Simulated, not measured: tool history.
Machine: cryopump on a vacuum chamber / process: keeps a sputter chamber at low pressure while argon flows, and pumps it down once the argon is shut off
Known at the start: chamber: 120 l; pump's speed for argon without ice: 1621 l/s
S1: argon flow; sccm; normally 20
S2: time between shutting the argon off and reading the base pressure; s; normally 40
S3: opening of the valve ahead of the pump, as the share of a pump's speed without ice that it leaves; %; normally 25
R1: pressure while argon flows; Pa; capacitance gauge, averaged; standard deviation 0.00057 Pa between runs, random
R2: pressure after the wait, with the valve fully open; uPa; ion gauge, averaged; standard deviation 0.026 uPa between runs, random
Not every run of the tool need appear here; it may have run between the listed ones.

run,hour,S1,S2,S3,R1,R2
1,0.0,20,40,25,0.0853,2.54
2,37.7,20,40,25,0.0868,2.59
3,93.4,20,40,25,0.0870,2.62
4,133.6,20,62,25,0.0865,2.38
5,194.3,20,62,25,0.0875,2.47
6,237.9,20,40,25,0.0875,2.72
7,296.4,20,254,25,0.0871,2.04
8,339.0,20,121,25,0.0871,2.30
9,404.7,18,90,22,0.0893,2.50
10,457.1,20,169,54,0.0425,2.40
11,486.1,26,23,20,0.1405,3.68
12,518.7,20,40,31,0.0722,3.00
13,568.6,19,79,25,0.0831,2.70
14,608.7,20,180,25,0.0881,2.47
15,652.4,29,49,25,0.1279,3.11
16,710.1,29,49,25,0.1298,3.17

Predict each of these 4 candidate next runs independently; none follows another, all start after run 16:
# hour 746.6: pump warmed up, emptied and cooled again
A,746.6,20,61,31,?,?
# hour 746.6: pump warmed up, emptied and cooled again
B,746.6,8,105,36,?,?
# hour 746.6: pump warmed up, emptied and cooled again
C,746.6,35,67,58,?,?
# hour 746.6: pump warmed up, emptied and cooled again
D,746.6,20,40,54,?,?

run,R1,R2
A,0.0674,2.62
B,0.0228,2.34
C,0.0638,2.48
D,0.0398,2.83
The same runs, with their run-to-run variation unchanged, on a tool lacking any hidden condition would have given:
run,R1,R2
A,0.0669,0.80
B,0.0227,0.53
C,0.0630,0.71
D,0.0394,1.06
